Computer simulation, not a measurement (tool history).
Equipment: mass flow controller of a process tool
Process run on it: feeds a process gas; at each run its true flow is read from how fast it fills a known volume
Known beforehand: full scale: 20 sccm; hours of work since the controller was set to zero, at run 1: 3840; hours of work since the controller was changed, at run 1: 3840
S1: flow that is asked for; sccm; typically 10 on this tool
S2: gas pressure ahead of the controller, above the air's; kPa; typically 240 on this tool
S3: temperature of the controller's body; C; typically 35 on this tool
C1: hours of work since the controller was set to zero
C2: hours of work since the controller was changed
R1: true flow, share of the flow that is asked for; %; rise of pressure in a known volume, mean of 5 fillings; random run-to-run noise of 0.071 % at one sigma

| run | hour | S1 | S2 | S3 | C1 | C2 | R1 |
|---|---|---|---|---|---|---|---|
| 1 | 0.0 | 10 | 240 | 35 | 3840 | 3840 | 102.94 |
| 2 | 283.4 | 10 | 219 | 35 | 4045 | 4045 | 102.84 |
| 3 | 529.8 | 10 | 240 | 35 | 4224 | 4224 | 103.07 |
| 4 | 830.2 | 10 | 240 | 35 | 4442 | 4442 | 103.31 |
| 5 | 1213.0 | 10 | 240 | 35 | 4720 | 4720 | 103.44 |
| 6 | 1487.8 | 10 | 240 | 35 | 4919 | 4919 | 103.59 |
| 7 | 1835.3 | 10 | 240 | 25 | 5171 | 5171 | 102.71 |
| 8 | 2007.5 | 10 | 165 | 25 | 5296 | 5296 | 102.47 |
|  | 2295.8 | controller's zero set anew |
| 9 | 2356.8 | 10 | 165 | 25 | 44 | 5549 | 99.96 |
| 10 | 2712.7 | 10 | 165 | 25 | 302 | 5807 | 100.13 |
| 11 | 2983.0 | 10 | 240 | 35 | 498 | 6003 | 101.59 |
| 12 | 3166.8 | 10 | 240 | 35 | 632 | 6136 | 101.80 |
| 13 | 3559.2 | 10 | 188 | 35 | 916 | 6421 | 101.85 |
| 14 | 3790.8 | 10 | 188 | 35 | 1084 | 6589 | 101.87 |
| 15 | 4191.9 | 10 | 188 | 35 | 1375 | 6879 | 102.18 |
| 16 | 4430.2 | 10 | 240 | 35 | 1548 | 7052 | 102.36 |
| 17 | 4651.8 | 10 | 208 | 35 | 1709 | 7213 | 102.54 |
| 18 | 4848.3 | 10 | 208 | 35 | 1851 | 7355 | 102.59 |
| 19 | 5061.8 | 10 | 208 | 35 | 2006 | 7510 | 102.73 |
| 20 | 5405.2 | 10 | 208 | 35 | 2255 | 7759 | 102.87 |
|  | 5711.7 | controller exchanged for a calibrated one |
| 21 | 5810.4 | 10 | 208 | 35 | 72 | 72 | 99.89 |
| 22 | 6200.9 | 18 | 240 | 35 | 355 | 355 | 101.03 |
| 23 | 6518.6 | 2 | 143 | 27 | 585 | 585 | 99.29 |
| 24 | 6728.7 | 11 | 145 | 24 | 737 | 737 | 98.84 |
| 25 | 7069.5 | 11 | 145 | 24 | 985 | 985 | 99.09 |
| 26 | 7341.4 | 11 | 145 | 24 | 1182 | 1182 | 99.28 |
| 27 | 7673.5 | 11 | 145 | 24 | 1423 | 1423 | 99.36 |
| 28 | 7846.8 | 5 | 214 | 35 | 1548 | 1548 | 100.96 |
| 29 | 8153.6 | 7 | 182 | 35 | 1771 | 1771 | 101.02 |
| 30 | 8418.1 | 14 | 240 | 39 | 1963 | 1963 | 101.86 |
| 31 | 8606.4 | 9 | 240 | 37 | 2099 | 2099 | 101.63 |
| 32 | 8885.8 | 7 | 240 | 27 | 2302 | 2302 | 100.71 |
| 33 | 9305.5 | 3 | 152 | 40 | 2606 | 2606 | 104.28 |
| 34 | 9670.1 | 3 | 152 | 40 | 2871 | 2871 | 104.89 |
| 35 | 10070.1 | 7 | 253 | 25 | 3161 | 3161 | 101.33 |
| 36 | 10465.9 | 14 | 225 | 38 | 3448 | 3448 | 102.55 |
| 37 | 10873.7 | 14 | 225 | 38 | 3743 | 3743 | 102.80 |
| 38 | 11096.2 | 2 | 201 | 30 | 3905 | 3905 | 109.04 |
| 39 | 11369.2 | 12 | 254 | 25 | 4103 | 4103 | 101.63 |
| 40 | 11670.9 | 3 | 149 | 26 | 4322 | 4322 | 106.04 |
| 41 | 11984.4 | 6 | 182 | 30 | 4549 | 4549 | 103.49 |
| 42 | 12366.9 | 6 | 182 | 30 | 4826 | 4826 | 103.80 |

Forecast each of these 3 alternatives for the next run:
| A | 12601.3 | 6 | 182 | 31 | 4996 | 4996 | ? |
| B | 12601.3 | 4 | 182 | 27 | 4996 | 4996 | ? |
| C | 12601.3 | 6 | 210 | 30 | 4996 | 4996 | ? |

| run | R1 |
|---|---|
| A | 104.08 |
| B | 105.61 |
| C | 104.19 |
The same runs, with their run-to-run variation unchanged, on a tool lacking any hidden condition would have given:
| run | R1 |
|---|---|
| A | 98.77 |
| B | 98.09 |
| C | 98.88 |
